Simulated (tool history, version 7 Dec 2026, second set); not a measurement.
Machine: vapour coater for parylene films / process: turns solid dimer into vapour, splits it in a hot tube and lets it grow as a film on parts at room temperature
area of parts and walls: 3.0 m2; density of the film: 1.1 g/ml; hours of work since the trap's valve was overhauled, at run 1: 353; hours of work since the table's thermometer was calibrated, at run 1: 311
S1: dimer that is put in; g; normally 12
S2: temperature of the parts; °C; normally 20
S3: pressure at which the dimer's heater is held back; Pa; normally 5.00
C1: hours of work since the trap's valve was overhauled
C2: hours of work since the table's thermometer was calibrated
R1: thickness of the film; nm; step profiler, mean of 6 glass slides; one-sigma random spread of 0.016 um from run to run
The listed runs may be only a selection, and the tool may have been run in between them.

Run 1, hour 0.0: usual settings; C1 353; C2 311. Result: R1 2150 nm.
Run 2, hour 12.9: usual settings; C1 364; C2 322. Result: R1 2140 nm.
Run 3, hour 28.4: usual settings; C1 378; C2 336. Result: R1 2130 nm.
Run 4, hour 41.1: usual settings but S2 13 °C; C1 389; C2 347. Result: R1 2910 nm.
Run 5, hour 58.4: usual settings but S3 11.77 Pa; C1 404; C2 362. Result: R1 1970 nm.
Run 6, hour 73.0: usual settings but S3 11.77 Pa; C1 417; C2 375. Result: R1 1960 nm.
Run 7, hour 81.4: usual settings; C1 424; C2 382. Result: R1 2140 nm.
Run 8, hour 89.7: usual settings; C1 431; C2 389. Result: R1 2170 nm.
Run 9, hour 102.5: usual settings; C1 442; C2 400. Result: R1 2150 nm.
Run 10, hour 119.9: usual settings but S2 15 °C; C1 458; C2 415. Result: R1 2670 nm.
Run 11, hour 127.5: usual settings but S2 29 °C; C1 464; C2 422. Result: R1 1430 nm.
Run 12, hour 135.0: usual settings; C1 471; C2 429. Result: R1 2140 nm.
Run 13, hour 142.9: usual settings; C1 478; C2 435. Result: R1 2150 nm.
Run 14, hour 157.7: usual settings; C1 490; C2 448. Result: R1 2150 nm.
Run 15, hour 166.8: usual settings but S3 9.29 Pa; C1 498; C2 456. Result: R1 1990 nm.
Run 16, hour 181.8: usual settings but S2 22 °C, S3 9.29 Pa; C1 512; C2 469. Result: R1 1810 nm.
Run 17, hour 189.8: usual settings but S2 15 °C; C1 518; C2 476. Result: R1 2680 nm.
Run 18, hour 197.7: usual settings but S2 15 °C; C1 525; C2 483. Result: R1 2690 nm.
Run 19, hour 215.3: usual settings but S1 16 g, S2 15 °C; C1 541; C2 499. Result: R1 3570 nm.
Run 20, hour 228.9: usual settings but S1 21 g, S2 15 °C; C1 553; C2 510. Result: R1 4720 nm.
Run 21, hour 238.5: usual settings but S1 21 g, S2 15 °C; C1 561; C2 519. Result: R1 4690 nm.
At hour 245.2: trap's valve overhauled.
Run 22, hour 258.6: usual settings but S1 21 g, S2 15 °C; C1 12; C2 533. Result: R1 4740 nm.
Run 23, hour 270.3: usual settings but S1 8 g, S2 31 °C, S3 2.68 Pa; C1 22; C2 543. Result: R1 930 nm.
Run 24, hour 281.7: usual settings but S1 8 g, S3 3.79 Pa; C1 32; C2 553. Result: R1 1460 nm.
Run 25, hour 294.7: usual settings but S2 19 °C, S3 7.39 Pa; C1 43; C2 564. Result: R1 2130 nm.
Run 26, hour 311.0: usual settings but S2 26 °C, S3 11.89 Pa; C1 57; C2 578. Result: R1 1460 nm.
Run 27, hour 325.0: usual settings but S1 5 g, S2 25 °C; C1 69; C2 591. Result: R1 700 nm.
Run 28, hour 333.6: usual settings but S1 16 g, S2 19 °C, S3 6.56 Pa; C1 77; C2 598. Result: R1 2900 nm.
Run 29, hour 342.4: usual settings but S1 6 g, S2 18 °C; C1 85; C2 606. Result: R1 1180 nm.
Run 30, hour 350.6: usual settings but S3 2.36 Pa; C1 92; C2 613. Result: R1 2330 nm.
Run 31, hour 358.5: usual settings but S1 14 g, S2 14 °C, S3 4.96 Pa; C1 99; C2 620. Result: R1 3300 nm.
Run 32, hour 369.7: usual settings but S1 6 g, S2 30 °C; C1 108; C2 629. Result: R1 680 nm.
Run 33, hour 377.3: usual settings but S1 14 g, S2 13 °C, S3 7.13 Pa; C1 115; C2 636. Result: R1 3270 nm.
Run 34, hour 391.3: usual settings but S1 9 g, S2 29 °C; C1 127; C2 648. Result: R1 1080 nm.
Run 35, hour 408.7: usual settings but S1 10 g; C1 142; C2 663. Result: R1 1770 nm.
Run 36, hour 426.2: usual settings but S3 8.56 Pa; C1 158; C2 679. Result: R1 2040 nm.
Run 37, hour 443.9: usual settings but S3 9.72 Pa; C1 173; C2 694. Result: R1 1990 nm.
Run 38, hour 453.0: usual settings but S1 21 g, S2 23 °C, S3 9.72 Pa; C1 181; C2 702. Result: R1 3040 nm.

Branching from run 38: 3 alternative next runs. What would each branch give?
Run A, hour 467.2: usual settings but S1 21 g, S2 17 °C, S3 9.72 Pa; C1 193; C2 714. Result: R1 ?.
Run B, hour 467.2: usual settings but S1 10 g, S2 16 °C, S3 2.01 Pa; C1 193; C2 714. Result: R1 ?.
Run C, hour 467.2: usual settings but S1 10 g, S2 17 °C, S3 8.99 Pa; C1 193; C2 714. Result: R1 ?.

run    R1
  A  3950
  B  2380
  C  1900
With the hidden condition removed and each run's random variation left untouched, the same runs would have given:
run    R1
  A  3960
  B  2390
  C  1900

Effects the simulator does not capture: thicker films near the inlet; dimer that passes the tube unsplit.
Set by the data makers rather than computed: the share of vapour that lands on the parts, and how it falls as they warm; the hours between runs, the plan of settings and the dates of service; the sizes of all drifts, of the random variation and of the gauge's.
